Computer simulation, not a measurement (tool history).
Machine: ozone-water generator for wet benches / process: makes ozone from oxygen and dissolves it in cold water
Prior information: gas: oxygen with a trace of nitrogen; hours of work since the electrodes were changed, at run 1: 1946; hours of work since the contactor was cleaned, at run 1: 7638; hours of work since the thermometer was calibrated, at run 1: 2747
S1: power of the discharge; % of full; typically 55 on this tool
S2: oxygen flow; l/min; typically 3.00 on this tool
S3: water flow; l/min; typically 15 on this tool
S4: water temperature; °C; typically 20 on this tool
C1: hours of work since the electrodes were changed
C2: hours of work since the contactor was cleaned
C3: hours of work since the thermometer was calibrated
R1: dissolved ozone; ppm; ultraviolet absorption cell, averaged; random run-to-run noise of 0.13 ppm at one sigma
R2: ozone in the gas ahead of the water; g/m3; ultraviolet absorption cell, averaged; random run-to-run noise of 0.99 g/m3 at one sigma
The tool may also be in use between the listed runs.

| run | hour | S1 | S2 | S3 | S4 | C1 | C2 | C3 | R1 | R2 |
|---|---|---|---|---|---|---|---|---|---|---|
| 1 | 0.0 | 55 | 3.00 | 15 | 20 | 1946 | 7638 | 2747 | 11.8 | 163.8 |
|  | 132.7 | water thermometer calibrated |
| 2 | 143.7 | 55 | 3.00 | 15 | 20 | 2079 | 7771 | 10 | 11.9 | 164.7 |
| 3 | 338.7 | 55 | 3.00 | 15 | 20 | 2260 | 7952 | 191 | 11.9 | 164.6 |
| 4 | 552.1 | 55 | 3.00 | 15 | 20 | 2458 | 8150 | 389 | 11.8 | 164.3 |
| 5 | 666.3 | 55 | 3.00 | 15 | 20 | 2564 | 8256 | 495 | 11.8 | 162.4 |
| 6 | 819.0 | 55 | 3.00 | 15 | 20 | 2706 | 8398 | 637 | 11.8 | 162.8 |
| 7 | 1016.5 | 55 | 3.00 | 15 | 18 | 2889 | 8581 | 820 | 12.1 | 161.4 |
| 8 | 1194.1 | 55 | 3.00 | 15 | 18 | 3054 | 8746 | 985 | 11.9 | 159.5 |
| 9 | 1351.3 | 55 | 3.00 | 15 | 18 | 3200 | 8892 | 1131 | 12.0 | 161.6 |
| 10 | 1537.4 | 55 | 3.00 | 15 | 18 | 3372 | 9064 | 1303 | 11.9 | 161.1 |
| 11 | 1676.9 | 55 | 3.00 | 15 | 18 | 3502 | 9194 | 1433 | 11.8 | 161.5 |
| 12 | 1809.5 | 55 | 2.44 | 12 | 18 | 3625 | 9317 | 1556 | 14.6 | 182.6 |
| 13 | 2004.8 | 55 | 1.99 | 15 | 28 | 3806 | 9498 | 1737 | 10.5 | 209.4 |
|  | 2193.3 | contactor cleaned |
| 14 | 2196.0 | 55 | 1.99 | 17 | 28 | 3980 | 2 | 1911 | 9.7 | 207.2 |
| 15 | 2397.6 | 55 | 2.63 | 17 | 28 | 4167 | 190 | 2098 | 9.6 | 171.8 |
| 16 | 2490.9 | 88 | 1.76 | 12 | 26 | 4253 | 276 | 2184 | 19.9 | 322.5 |
| 17 | 2630.6 | 66 | 3.01 | 12 | 22 | 4383 | 406 | 2314 | 15.9 | 178.1 |
| 18 | 2722.4 | 80 | 4.84 | 24 | 18 | 4468 | 491 | 2399 | 10.5 | 152.6 |
| 19 | 2837.8 | 55 | 3.00 | 15 | 25 | 4575 | 598 | 2506 | 11.2 | 155.9 |
| 20 | 2941.8 | 55 | 3.00 | 15 | 25 | 4672 | 694 | 2603 | 11.1 | 156.2 |
| 21 | 3094.8 | 90 | 2.79 | 11 | 17 | 4814 | 836 | 2745 | 23.1 | 237.4 |

Here are 5 independent what-if runs from the current tool condition. What would each one return?
|  | 3232.3 | water thermometer calibrated |
| A | 3297.1 | 90 | 2.79 | 11 | 17 | 5001 | 1024 | 60 | ? | ? |
|  | 3232.3 | water thermometer calibrated |
| B | 3297.1 | 96 | 2.56 | 11 | 16 | 5001 | 1024 | 60 | ? | ? |
|  | 3232.3 | water thermometer calibrated |
| C | 3297.1 | 54 | 4.85 | 11 | 17 | 5001 | 1024 | 60 | ? | ? |
|  | 3232.3 | water thermometer calibrated |
| D | 3297.1 | 67 | 4.02 | 11 | 17 | 5001 | 1024 | 60 | ? | ? |
|  | 3232.3 | water thermometer calibrated |
| E | 3297.1 | 55 | 5.24 | 15 | 24 | 5001 | 1024 | 60 | ? | ? |

| run | R1 | R2 |
|---|---|---|
| A | 23.1 | 238.0 |
| B | 25.1 | 262.9 |
| C | 14.4 | 111.9 |
| D | 17.4 | 147.8 |
| E | 10.2 | 108.3 |
Stripped of hidden state, with their random variation kept, the same runs would have yielded:
| run | R1 | R2 |
|---|---|---|
| A | 26.4 | 271.9 |
| B | 29.0 | 302.1 |
| C | 15.7 | 122.1 |
| D | 19.4 | 164.5 |
| E | 11.2 | 118.3 |

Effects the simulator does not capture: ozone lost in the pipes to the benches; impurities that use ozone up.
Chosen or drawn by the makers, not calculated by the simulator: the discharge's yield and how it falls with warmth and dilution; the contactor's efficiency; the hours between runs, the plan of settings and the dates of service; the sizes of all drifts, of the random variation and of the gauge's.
